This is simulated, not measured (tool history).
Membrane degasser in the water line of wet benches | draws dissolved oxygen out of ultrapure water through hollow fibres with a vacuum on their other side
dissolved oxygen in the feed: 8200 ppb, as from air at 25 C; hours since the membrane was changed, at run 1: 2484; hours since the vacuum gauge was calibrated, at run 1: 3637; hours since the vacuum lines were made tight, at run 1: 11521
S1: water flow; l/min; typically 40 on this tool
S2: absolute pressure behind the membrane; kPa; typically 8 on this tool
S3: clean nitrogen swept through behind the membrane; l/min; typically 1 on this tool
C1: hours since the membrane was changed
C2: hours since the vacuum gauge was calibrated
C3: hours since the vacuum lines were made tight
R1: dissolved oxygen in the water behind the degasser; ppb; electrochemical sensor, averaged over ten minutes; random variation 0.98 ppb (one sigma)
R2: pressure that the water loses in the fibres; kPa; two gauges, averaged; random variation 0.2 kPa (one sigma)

{"run": 1, "hour": 0.0, "S1": 40, "S2": 8, "S3": 1, "C1": 2484, "C2": 3637, "C3": 11521, "R1": 392.9, "R2": 45.27}
{"run": 2, "hour": 36.9, "S1": 40, "S2": 8, "S3": 1, "C1": 2521, "C2": 3674, "C3": 11558, "R1": 392, "R2": 45.52}
{"run": 3, "hour": 95.7, "S1": 40, "S2": 8, "S3": 1, "C1": 2580, "C2": 3733, "C3": 11617, "R1": 391.8, "R2": 45.43}
{"run": 4, "hour": 168.4, "S1": 40, "S2": 8, "S3": 1, "C1": 2652, "C2": 3806, "C3": 11690, "R1": 394.8, "R2": 45.17}
{"run": 5, "hour": 223.8, "S1": 40, "S2": 8, "S3": 1, "C1": 2708, "C2": 3861, "C3": 11745, "R1": 390.1, "R2": 44.92}
{"run": 6, "hour": 278.7, "S1": 43, "S2": 8, "S3": 1, "C1": 2763, "C2": 3916, "C3": 11800, "R1": 421, "R2": 48.42}
{"run": 7, "hour": 319.1, "S1": 40, "S2": 8, "S3": 1, "C1": 2803, "C2": 3956, "C3": 11840, "R1": 389.6, "R2": 45}
{"run": 8, "hour": 362.6, "S1": 40, "S2": 8, "S3": 1, "C1": 2847, "C2": 4000, "C3": 11884, "R1": 389.8, "R2": 45.03}
{"run": 9, "hour": 432.2, "S1": 40, "S2": 17.06, "S3": 1, "C1": 2916, "C2": 4069, "C3": 11953, "R1": 1012.4, "R2": 45.19}
{"run": 10, "hour": 509.0, "S1": 40, "S2": 17.06, "S3": 1, "C1": 2993, "C2": 4146, "C3": 12030, "R1": 1010.6, "R2": 45.25}
{"run": 11, "hour": 569.5, "S1": 40, "S2": 17.06, "S3": 1, "C1": 3054, "C2": 4207, "C3": 12091, "R1": 1003.2, "R2": 45.18}
{"run": 12, "hour": 604.1, "S1": 40, "S2": 8, "S3": 1, "C1": 3088, "C2": 4241, "C3": 12125, "R1": 386.2, "R2": 45.31}
{"hour": 632.5, "done": "vacuum gauge calibrated"}
{"run": 13, "hour": 651.7, "S1": 40, "S2": 8, "S3": 1, "C1": 3135, "C2": 19, "C3": 12172, "R1": 387.8, "R2": 44.81}
{"run": 14, "hour": 704.9, "S1": 40, "S2": 12.55, "S3": 1, "C1": 3188, "C2": 72, "C3": 12226, "R1": 710.1, "R2": 45.28}
{"run": 15, "hour": 742.3, "S1": 40, "S2": 6.77, "S3": 0.69, "C1": 3226, "C2": 110, "C3": 12263, "R1": 383.4, "R2": 44.88}
{"run": 16, "hour": 799.3, "S1": 37, "S2": 8, "S3": 1.69, "C1": 3283, "C2": 167, "C3": 12320, "R1": 237.2, "R2": 41.36}
{"run": 17, "hour": 855.4, "S1": 44, "S2": 11.25, "S3": 1, "C1": 3339, "C2": 223, "C3": 12376, "R1": 672.9, "R2": 49.44}
{"run": 18, "hour": 926.7, "S1": 44, "S2": 11.25, "S3": 1, "C1": 3410, "C2": 294, "C3": 12447, "R1": 672.8, "R2": 49.39}
{"run": 19, "hour": 990.8, "S1": 44, "S2": 11.25, "S3": 1, "C1": 3474, "C2": 358, "C3": 12511, "R1": 668, "R2": 49.85}
{"run": 20, "hour": 1057.2, "S1": 44, "S2": 7.64, "S3": 0.4, "C1": 3541, "C2": 425, "C3": 12578, "R1": 706.2, "R2": 49.21}
{"run": 21, "hour": 1107.5, "S1": 56, "S2": 8, "S3": 0.64, "C1": 3591, "C2": 475, "C3": 12628, "R1": 720.6, "R2": 62.85}
{"run": 22, "hour": 1164.3, "S1": 54, "S2": 10.66, "S3": 0.87, "C1": 3648, "C2": 532, "C3": 12685, "R1": 836.4, "R2": 61.06}
{"hour": 1216.1, "done": "gauge calibrated"}
{"run": 23, "hour": 1218.9, "S1": 54, "S2": 14.41, "S3": 1.89, "C1": 3702, "C2": 586, "C3": 12739, "R1": 718.1, "R2": 61.05}
{"run": 24, "hour": 1252.5, "S1": 54, "S2": 14.41, "S3": 1.89, "C1": 3736, "C2": 620, "C3": 12773, "R1": 715.4, "R2": 61.08}
{"run": 25, "hour": 1314.2, "S1": 40, "S2": 17.57, "S3": 1.76, "C1": 3798, "C2": 682, "C3": 12835, "R1": 688.2, "R2": 45.46}
{"run": 26, "hour": 1363.1, "S1": 40, "S2": 17.57, "S3": 1.76, "C1": 3847, "C2": 731, "C3": 12884, "R1": 684.1, "R2": 44.98}
{"run": 27, "hour": 1406.7, "S1": 30, "S2": 12.71, "S3": 0.66, "C1": 3890, "C2": 774, "C3": 12927, "R1": 778.4, "R2": 33.81}
{"run": 28, "hour": 1442.4, "S1": 30, "S2": 9.25, "S3": 0.4, "C1": 3926, "C2": 810, "C3": 12963, "R1": 725.4, "R2": 33.84}

Consider 5 possible next runs. They are alternatives, not a sequence: every one starts from the tool as it was left by run 28. What does each give?
{"run": "A", "hour": 1490.5, "S1": 38, "S2": 4.93, "S3": 0.53, "C1": 3974, "C2": 858, "C3": 13011, "R1": "?", "R2": "?"}
{"run": "B", "hour": 1490.5, "S1": 30, "S2": 14.53, "S3": 0.4, "C1": 3974, "C2": 858, "C3": 13011, "R1": "?", "R2": "?"}
{"run": "C", "hour": 1490.5, "S1": 35, "S2": 8, "S3": 1, "C1": 3974, "C2": 858, "C3": 13011, "R1": "?", "R2": "?"}
{"run": "D", "hour": 1490.5, "S1": 40, "S2": 15.25, "S3": 0.54, "C1": 3974, "C2": 858, "C3": 13011, "R1": "?", "R2": "?"}
{"run": "E", "hour": 1490.5, "S1": 30, "S2": 19.2, "S3": 0.4, "C1": 3974, "C2": 858, "C3": 13011, "R1": "?", "R2": "?"}

run=A R1=227 R2=42.45
run=B R1=1279.1 R2=33.85
run=C R1=342.5 R2=39.34
run=D R1=1356.8 R2=44.74
run=E R1=1721.3 R2=34.1
With the hidden condition removed and each run's random variation left untouched, the same runs would have given:
run=A R1=228.2 R2=42.44
run=B R1=1286.3 R2=33.85
run=C R1=344.3 R2=39.33
run=D R1=1364.4 R2=44.73
run=E R1=1730.9 R2=34.09
